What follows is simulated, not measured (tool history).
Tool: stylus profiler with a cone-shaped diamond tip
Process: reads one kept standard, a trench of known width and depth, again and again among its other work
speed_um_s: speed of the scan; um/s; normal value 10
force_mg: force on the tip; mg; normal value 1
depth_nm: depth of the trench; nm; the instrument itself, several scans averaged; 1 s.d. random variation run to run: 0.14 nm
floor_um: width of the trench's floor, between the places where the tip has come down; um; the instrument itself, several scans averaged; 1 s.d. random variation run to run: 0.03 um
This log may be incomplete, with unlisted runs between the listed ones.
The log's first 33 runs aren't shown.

run    hour  speed_um_s  force_mg  scans with this tip  hours of work since the height scale was calibrated  depth_nm  floor_um
 34    1221           4      1.15                 3177                                                  441    504.36     16.95
 35  1264.3           9      0.56                 3307                                                  459     502.5     16.88
 36  1313.4          22       0.5                 3455                                                  480    502.42     16.66
 37  1344.4          22       0.5                 3548                                                  493    502.26     16.74
 38  1388.1          14       0.4                 3679                                                  511    501.67     16.76
 39  1427.4          26      1.17                 3798                                                  527    504.47     16.72
 40  1463.8           8       0.4                 3907                                                  543    501.78      16.8
 41  1500.9           7      1.42                 4019                                                  558     505.1     16.84
 42  1549.5           9       1.3                 4165                                                  578    504.87     16.76
 43  1600.7           9       1.3                 4319                                                  600    504.66      16.8
 44  1635.3           9       1.3                 4423                                                  614    505.02     16.78
 45  1669.7           2         1                 4526                                                  628    503.61     16.76
 46  1704.7          11      0.83                 4631                                                  643    503.18     16.74
 47  1754.6          13       0.6                 4781                                                  664    502.42     16.66

Branching from run 47: 3 alternative next runs. What would each branch give?
  A  1795.9          37       0.6                 4906                                                  681         ?         ?
  B  1795.9          23      0.83                 4906                                                  681         ?         ?
  C  1795.9           7      0.77                 4906                                                  681         ?         ?

run  depth_nm  floor_um
  A    502.45     16.46
  B    503.32     16.61
  C    502.86     16.66
With no hidden state in the tool, these same runs would have given:
run  depth_nm  floor_um
  A     503.3     17.05
  B    504.18     17.19
  C    503.71     17.25
